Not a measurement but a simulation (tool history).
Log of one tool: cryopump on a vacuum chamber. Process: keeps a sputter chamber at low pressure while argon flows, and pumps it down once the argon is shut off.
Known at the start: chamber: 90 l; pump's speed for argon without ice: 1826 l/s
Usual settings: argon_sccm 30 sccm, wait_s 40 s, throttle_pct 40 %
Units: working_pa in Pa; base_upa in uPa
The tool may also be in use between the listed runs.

run      day  argon_sccm  wait_s  throttle_pct  working_pa  base_upa
  1    0.000          30      40            40      0.0705      1.00
  2    4.546          30      40            40      0.0714      1.00
  3    7.938          30      40            40      0.0713      1.07
  4   11.208          30      40            40      0.0712      1.10
  5   14.775          30      40            40      0.0722      1.07
  6   18.508          27      40            40      0.0671      1.13
  7   22.896          27      40            40      0.0673      1.12
  8   25.333          27      40            40      0.0680      1.16
  9   29.821          27      40            40      0.0678      1.20
 10   32.696          30      40            40      0.0761      1.21
 11   36.583          30      40            40      0.0776      1.20
 12   38.708          30      40            40      0.0774      1.30
 13   41.017          30      40            40      0.0787      1.31
 14   43.046          30      40            40      0.0788      1.28
 15   47.796          30      40            23      0.1321      1.32
      50.796  -- pump warmed up, emptied and cooled again
 16   51.762          30      40            23      0.1209      1.19
 17   54.738          30      40            23      0.1220      1.21
 18   59.079          30      40            25      0.1148      1.22
 19   62.929          17     124            29      0.0560      0.83
 20   66.238          59     134            17      0.3276      0.85
 21   71.162          20     134            38      0.0514      0.86
 22   73.575          31     109            48      0.0638      0.97
 23   77.092          14     109            32      0.0429      0.98
 24   80.796          14     109            32      0.0423      1.03
 25   83.450          58     119            29      0.1963      1.03
 26   88.367          28      40            40      0.0719      1.48
 27   92.679          28      40            40      0.0719      1.54
 28   95.162          28      40            40      0.0732      1.51
 29   98.675          28      40            40      0.0742      1.60
 30  102.712          28      40            40      0.0744      1.64
     105.533  -- pump warmed up, emptied and cooled again
 31  105.533          29      28            42      0.0643      1.69
 32  110.508          33      72            53      0.0601      1.16
 33  114.183          33      72            53      0.0602      1.17
 34  118.425          22      69            40      0.0536      1.19

The same runs without the tool's hidden state, with the same run-to-run variation:
The hidden state here: pump's speed, % of a pump's without ice; cold plate's temperature, K; leak into the chamber, uPa l/s; drift of the gauge itself on working_pa, %; drift of the gauge itself on base_upa, %.
run  working_pa  base_upa
  1      0.0693      0.76
  2      0.0694      0.73
  3      0.0688      0.77
  4      0.0683      0.78
  5      0.0687      0.73
  6      0.0633      0.76
  7      0.0628      0.73
  8      0.0630      0.75
  9      0.0620      0.76
 10      0.0692      0.75
 11      0.0698      0.71
 12      0.0691      0.78
 13      0.0701      0.78
 14      0.0697      0.72
 15      0.1218      0.74
 16      0.1201      0.77
 17      0.1208      0.76
 18      0.1129      0.76
 19      0.0546      0.34
 20      0.3218      0.34
 21      0.0488      0.31
 22      0.0593      0.39
 23      0.0405      0.38
 24      0.0396      0.40
 25      0.1844      0.36
 26      0.0652      0.76
 27      0.0643      0.77
 28      0.0652      0.73
 29      0.0654      0.77
 30      0.0647      0.78
 31      0.0635      1.06
 32      0.0584      0.48
 33      0.0579      0.49
 34      0.0515      0.48

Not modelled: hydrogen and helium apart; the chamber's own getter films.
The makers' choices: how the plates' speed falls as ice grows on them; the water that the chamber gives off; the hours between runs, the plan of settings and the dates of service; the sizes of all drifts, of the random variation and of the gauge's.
